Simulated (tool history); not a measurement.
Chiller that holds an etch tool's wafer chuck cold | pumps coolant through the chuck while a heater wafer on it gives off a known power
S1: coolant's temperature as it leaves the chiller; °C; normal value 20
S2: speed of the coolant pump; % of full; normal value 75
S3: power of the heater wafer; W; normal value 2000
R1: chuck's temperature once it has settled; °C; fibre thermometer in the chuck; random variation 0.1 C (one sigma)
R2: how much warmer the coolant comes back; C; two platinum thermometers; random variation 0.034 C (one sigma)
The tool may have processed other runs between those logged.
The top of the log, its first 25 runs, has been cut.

run,hour,S1,S2,S3,R1,R2
# hour 854.7: coolant pump overhauled, once more
26,859.6,10,72,2993,47.2,7.88
27,898.2,10,72,2993,47.3,7.82
28,921.7,19,72,2993,56.5,7.95
29,955.2,19,72,2993,56.5,7.92
30,975.7,19,77,1168,32.9,2.81
31,994.8,20,64,1040,34.6,3.09
32,1019.4,26,75,1955,49.8,4.97
33,1038.1,13,64,1197,29.6,3.6

Predict each of these 3 candidate next runs independently; none follows another, all start after run 33:
A,1068.3,20,97,2000,?,?
B,1068.3,13,87,1197,?,?
C,1068.3,19,80,2000,?,?

run,R1,R2
A,39.4,3.94
B,26.1,2.55
C,42.1,4.76
With the hidden condition removed and each run's random variation left untouched, the same runs would have given:
run,R1,R2
A,38.5,3.93
B,25.5,2.55
C,41,4.75
